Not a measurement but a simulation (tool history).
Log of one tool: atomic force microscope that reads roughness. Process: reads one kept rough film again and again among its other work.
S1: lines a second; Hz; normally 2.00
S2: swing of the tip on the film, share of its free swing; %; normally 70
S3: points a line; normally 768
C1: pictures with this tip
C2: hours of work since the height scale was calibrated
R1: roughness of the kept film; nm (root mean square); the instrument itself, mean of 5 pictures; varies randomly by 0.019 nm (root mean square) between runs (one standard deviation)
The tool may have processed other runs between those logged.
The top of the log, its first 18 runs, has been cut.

run 19 hour=426.1 | S1=2.00 S2=70 S3=768 | C1=137 C2=983 | R1=4.579
run 20 hour=459.9 | S1=2.00 S2=70 S3=768 | C1=188 C2=1005 | R1=4.501
run 21 hour=483.5 | S1=2.00 S2=70 S3=468 | C1=223 C2=1020 | R1=4.508
run 22 hour=511.6 | S1=2.01 S2=70 S3=468 | C1=266 C2=1039 | R1=4.463
-- hour=514.1 height scale calibrated on a step standard
-- hour=529.8 new tip fitted
run 23 hour=543.7 | S1=3.20 S2=70 S3=768 | C1=21 C2=19 | R1=4.345
run 24 hour=563.6 | S1=3.20 S2=70 S3=768 | C1=51 C2=32 | R1=4.370
run 25 hour=592.9 | S1=3.20 S2=90 S3=768 | C1=95 C2=51 | R1=3.442
run 26 hour=609.6 | S1=3.20 S2=90 S3=660 | C1=120 C2=62 | R1=3.408
run 27 hour=636.6 | S1=2.00 S2=70 S3=964 | C1=160 C2=79 | R1=4.527
-- hour=645.9 height scale calibrated on a step standard, once more
run 28 hour=659.0 | S1=2.00 S2=70 S3=476 | C1=193 C2=8 | R1=4.525

What does the tool deliver on the next run?
run 29 hour=682.1 | S1=3.19 S2=70 S3=810 | C1=227 C2=23 | R1=?

R1: 4.318 nm (root mean square)
On a tool with no hidden condition, and with the same random variation, this run would have come out at R1 4.476 nm (root mean square).
